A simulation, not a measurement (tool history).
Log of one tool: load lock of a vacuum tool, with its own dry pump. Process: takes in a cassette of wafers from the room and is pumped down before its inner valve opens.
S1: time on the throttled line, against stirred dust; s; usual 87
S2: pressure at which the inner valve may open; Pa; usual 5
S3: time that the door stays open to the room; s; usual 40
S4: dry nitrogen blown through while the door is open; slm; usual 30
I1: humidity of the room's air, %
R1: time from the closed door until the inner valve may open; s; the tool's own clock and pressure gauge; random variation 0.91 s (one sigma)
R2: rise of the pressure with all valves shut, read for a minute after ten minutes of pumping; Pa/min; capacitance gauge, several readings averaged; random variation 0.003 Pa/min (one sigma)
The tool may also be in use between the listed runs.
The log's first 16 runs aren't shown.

run 17 hour=2118.6 | S1=87 S2=5 S3=40 S4=30 | I1=44.3 | R1=142.6 R2=0.021
run 18 hour=2298.1 | S1=87 S2=5 S3=40 S4=30 | I1=41 | R1=141.4 R2=0.023
run 19 hour=2446.3 | S1=87 S2=5 S3=40 S4=8 | I1=45.9 | R1=141.3 R2=0.036
run 20 hour=2612.5 | S1=87 S2=8 S3=61 S4=30 | I1=48.8 | R1=139.4 R2=0.028
run 21 hour=2711 | S1=87 S2=8 S3=61 S4=30 | I1=47.8 | R1=138 R2=0.031
run 22 hour=2838.2 | S1=87 S2=8 S3=61 S4=30 | I1=43.2 | R1=137.5 R2=0.026
run 23 hour=2926.2 | S1=87 S2=8 S3=61 S4=30 | I1=43.8 | R1=138 R2=0.032
run 24 hour=3118.4 | S1=87 S2=9 S3=40 S4=7 | I1=49.4 | R1=138 R2=0.044
run 25 hour=3235.1 | S1=54 S2=6 S3=40 S4=30 | I1=44.1 | R1=113.2 R2=0.021
run 26 hour=3361.3 | S1=100 S2=5 S3=27 S4=9 | I1=45.9 | R1=152.6 R2=0.029
run 27 hour=3536.4 | S1=91 S2=8 S3=75 S4=24 | I1=43.5 | R1=142.8 R2=0.038
run 28 hour=3618.9 | S1=91 S2=8 S3=75 S4=24 | I1=42.7 | R1=141.6 R2=0.035
run 29 hour=3736.9 | S1=91 S2=8 S3=75 S4=24 | I1=46.3 | R1=143.2 R2=0.041
run 30 hour=3860.9 | S1=65 S2=5 S3=141 S4=30 | I1=43.5 | R1=124.2 R2=0.053
run 31 hour=4048 | S1=55 S2=5 S3=116 S4=14 | I1=42.2 | R1=114.4 R2=0.059
run 32 hour=4187.4 | S1=52 S2=6 S3=91 S4=28 | I1=44.7 | R1=108.8 R2=0.04
run 33 hour=4300 | S1=58 S2=5 S3=181 S4=30 | I1=44.5 | R1=116.8 R2=0.054
run 34 hour=4401.9 | S1=99 S2=5 S3=134 S4=30 | I1=46.7 | R1=152.8 R2=0.047
run 35 hour=4515.1 | S1=87 S2=5 S3=40 S4=6 | I1=41.8 | R1=143.5 R2=0.041
run 36 hour=4694.8 | S1=87 S2=10 S3=53 S4=30 | I1=44.1 | R1=137.5 R2=0.027
run 37 hour=4784.3 | S1=75 S2=10 S3=173 S4=12 | I1=42.4 | R1=126.8 R2=0.087

Forecast each of these 4 alternatives for the next run:
run A hour=4918.2 | S1=157 S2=5 S3=40 S4=30 | I1=46.1 | R1=? R2=?
run B hour=4918.2 | S1=75 S2=6 S3=173 S4=12 | I1=42.7 | R1=? R2=?
run C hour=4918.2 | S1=87 S2=5 S3=42 S4=15 | I1=48 | R1=? R2=?
run D hour=4918.2 | S1=46 S2=5 S3=173 S4=4 | I1=46 | R1=? R2=?

run=A R1=203.9 R2=0.019
run=B R1=130.8 R2=0.087
run=C R1=141.6 R2=0.033
run=D R1=107.3 R2=0.127
Without the tool's hidden state the same runs would have given:
run=A R1=203.9 R2=0.019
run=B R1=130.8 R2=0.087
run=C R1=141.5 R2=0.032
run=D R1=107.2 R2=0.127
